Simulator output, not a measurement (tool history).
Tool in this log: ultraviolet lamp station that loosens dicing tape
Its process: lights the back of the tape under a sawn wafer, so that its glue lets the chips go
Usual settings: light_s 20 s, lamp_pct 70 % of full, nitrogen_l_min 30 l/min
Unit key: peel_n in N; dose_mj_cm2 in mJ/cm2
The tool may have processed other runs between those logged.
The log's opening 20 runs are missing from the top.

Run 21, hour 1109.5: usual settings but light_s 21 s, lamp_pct 91 % of full, nitrogen_l_min 16 l/min. Result: peel_n 0.431 N, dose_mj_cm2 636 mJ/cm2.
Run 22, hour 1161.0: usual settings but light_s 24 s, lamp_pct 99 % of full. Result: peel_n 0.223 N, dose_mj_cm2 802 mJ/cm2.
Run 23, hour 1201.6: usual settings but light_s 24 s, lamp_pct 63 % of full. Result: peel_n 0.428 N, dose_mj_cm2 505 mJ/cm2.
Run 24, hour 1261.4: usual settings but light_s 24 s, lamp_pct 69 % of full, nitrogen_l_min 45 l/min. Result: peel_n 0.271 N, dose_mj_cm2 555 mJ/cm2.
Run 25, hour 1322.6: usual settings but light_s 24 s, lamp_pct 69 % of full, nitrogen_l_min 45 l/min. Result: peel_n 0.291 N, dose_mj_cm2 552 mJ/cm2.
Run 26, hour 1399.4: usual settings but light_s 22 s, lamp_pct 84 % of full. Result: peel_n 0.305 N, dose_mj_cm2 619 mJ/cm2.
Run 27, hour 1451.3: usual settings but light_s 22 s, lamp_pct 84 % of full. Result: peel_n 0.312 N, dose_mj_cm2 618 mJ/cm2.
Run 28, hour 1499.6: usual settings but light_s 39 s, lamp_pct 84 % of full, nitrogen_l_min 49 l/min. Result: peel_n 0.162 N, dose_mj_cm2 1101 mJ/cm2.
Run 29, hour 1530.8: usual settings but light_s 39 s, lamp_pct 84 % of full, nitrogen_l_min 49 l/min. Result: peel_n 0.163 N, dose_mj_cm2 1100 mJ/cm2.
At hour 1544.7: window cleaned of glue's vapour.
Run 30, hour 1563.8: usual settings but light_s 10 s, lamp_pct 78 % of full, nitrogen_l_min 52 l/min. Result: peel_n 0.807 N, dose_mj_cm2 257 mJ/cm2.
Run 31, hour 1631.8: usual settings but light_s 25 s, lamp_pct 78 % of full, nitrogen_l_min 9 l/min. Result: peel_n 0.628 N, dose_mj_cm2 647 mJ/cm2.

Forecast each of these 3 alternatives for the next run:
Run A, hour 1678.7: usual settings but light_s 23 s, lamp_pct 88 % of full, nitrogen_l_min 20 l/min. Result: peel_n ?, dose_mj_cm2 ?.
Run B, hour 1678.7: usual settings but light_s 15 s, nitrogen_l_min 38 l/min. Result: peel_n ?, dose_mj_cm2 ?.
Run C, hour 1678.7: usual settings but light_s 16 s, nitrogen_l_min 59 l/min. Result: peel_n ?, dose_mj_cm2 ?.

run  peel_n  dose_mj_cm2
  A   0.336          682
  B   0.645          353
  C   0.462          372
Without the tool's unlogged condition, the same runs would have read:
run  peel_n  dose_mj_cm2
  A   0.334          685
  B   0.641          355
  C   0.459          373
